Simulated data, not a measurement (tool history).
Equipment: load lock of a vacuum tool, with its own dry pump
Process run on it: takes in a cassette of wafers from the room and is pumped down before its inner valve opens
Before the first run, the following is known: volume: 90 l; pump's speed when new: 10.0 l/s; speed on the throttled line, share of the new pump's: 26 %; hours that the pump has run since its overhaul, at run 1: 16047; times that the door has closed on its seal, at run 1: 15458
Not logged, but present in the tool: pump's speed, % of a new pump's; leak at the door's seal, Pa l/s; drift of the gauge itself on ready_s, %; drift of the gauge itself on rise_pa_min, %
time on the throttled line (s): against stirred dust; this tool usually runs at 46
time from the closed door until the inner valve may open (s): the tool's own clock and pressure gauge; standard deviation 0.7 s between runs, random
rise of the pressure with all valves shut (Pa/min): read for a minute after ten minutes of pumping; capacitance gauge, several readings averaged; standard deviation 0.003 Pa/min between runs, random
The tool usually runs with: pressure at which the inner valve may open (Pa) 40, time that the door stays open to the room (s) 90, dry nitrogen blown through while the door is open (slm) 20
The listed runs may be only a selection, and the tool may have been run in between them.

run	hour	time on the throttled line (s)	pressure at which the inner valve may open (Pa)	time that the door stays open to the room (s)	dry nitrogen blown through while the door is open (slm)	hours that the pump has run since its overhaul	times that the door has closed on its seal	incoming humidity of the room's air, %	time from the closed door until the inner valve may open (s)	rise of the pressure with all valves shut (Pa/min)
1	0	46	40	90	20	16047	15458	43.9	109.9	0.07
2	181.5	46	40	90	20	16229	16003	45.7	110	0.076
3	349	46	40	90	31	16396	16506	44	109.2	0.073
4	480.5	46	40	90	31	16528	16901	49.7	109.3	0.081
5	644.3	54	40	90	31	16692	17393	42.5	115.5	0.08
6	770.3	54	40	90	31	16818	17772	42.5	115.4	0.073
7	922.6	46	55	90	20	16970	18229	45	108.6	0.082
8	1018.3	24	40	90	20	17066	18516	43.3	94.8	0.082
9	1179.5	24	40	90	20	17227	19001	44.6	94.3	0.089
10	1317.1	46	40	90	20	17364	19414	47.7	110.2	0.089
11	1431.2	46	40	90	20	17479	19757	46.5	109.5	0.089
12	1551.8	46	40	90	20	17599	20119	46.6	112.3	0.1
13	1686.6	53	40	90	20	17734	20524	48.6	114.9	0.097
14	1827.3	53	79	90	20	17875	20947	43.3	109.7	0.096
15	1970.2	53	79	90	20	18018	21376	44.5	109.1	0.101
16	2063.6	53	79	90	20	18111	21656	45.2	109.5	0.1
17	2235.4	53	79	90	20	18283	22173	49.4	108.7	0.111
18	2432.6	51	40	90	20	18480	22765	46.1	114.6	0.111
19	2621.3	51	40	90	20	18669	23332	46.1	114.1	0.109
20	2789.5	26	65	85	7	18837	23837	48.1	92.3	0.129
21	2893.6	80	37	140	5	18941	24150	40.3	136.4	0.142
22	3029.2	46	37	90	20	19077	24557	47.3	112.2	0.12
23	3152.3	46	37	90	20	19200	24927	44.6	113.1	0.12
24	3324.3	25	33	118	17	19372	25444	43.9	98.2	0.135
25	3470.5	52	36	113	7	19518	25883	43	117.3	0.142
26	3644	52	33	113	7	19691	26404	43.9	118.4	0.152
27	3731.2	28	65	132	37	19778	26666	43.3	94.3	0.137
28	3899.6	28	65	132	37	19947	27172	46.2	94.4	0.139
29	4094.2	32	78	42	9	20141	27756	46.8	95.7	0.131
30	4240.3	44	78	143	9	20288	28195	48.3	103.7	0.169
# hour 4342.7: dry pump taken out, an overhauled one fitted
31	4415.8	46	40	51	19	73	28704	44.8	105	0.139
32	4613.5	50	40	51	23	271	29298	44	108.2	0.134
33	4773.2	50	40	51	23	431	29778	47.1	108	0.151
34	4905.8	46	29	44	20	563	30176	46.1	108.3	0.146
35	5025.8	46	29	44	20	683	30537	42.8	107.1	0.149
36	5181.7	46	29	44	20	839	31005	45.1	109.6	0.151

Pick out some run-to-run changes in time from the closed door until the inner valve may open (s). Of each, how much would a tool without hidden state show as well, from the settings, what came in and chance, and how much is left for the hidden state and any gauge scatter not in both results compared?
Run 20 -> 21: time on the throttled line (s) 26 -> 80, pressure at which the inner valve may open (Pa) 65 -> 37, time that the door stays open to the room (s) 85 -> 140, dry nitrogen blown through while the door is open (slm) 7 -> 5. time from the closed door until the inner valve may open (s) +44.1: hidden state -1, all else +45.1.
Run 21 -> 22: time on the throttled line (s) 80 -> 46, time that the door stays open to the room (s) 140 -> 90, dry nitrogen blown through while the door is open (slm) 5 -> 20. time from the closed door until the inner valve may open (s) -24.2: hidden state +1, all else -25.2.
Run 26 -> 27: time on the throttled line (s) 52 -> 28, pressure at which the inner valve may open (Pa) 33 -> 65, time that the door stays open to the room (s) 113 -> 132, dry nitrogen blown through while the door is open (slm) 7 -> 37. time from the closed door until the inner valve may open (s) -24.1: hidden state +0, all else -24.1.
Run 30 -> 31: time on the throttled line (s) 44 -> 46, pressure at which the inner valve may open (Pa) 78 -> 40, time that the door stays open to the room (s) 143 -> 51, dry nitrogen blown through while the door is open (slm) 9 -> 19, dry pump taken out, an overhauled one fitted. time from the closed door until the inner valve may open (s) +1.3: hidden state -6.2, all else +7.5.
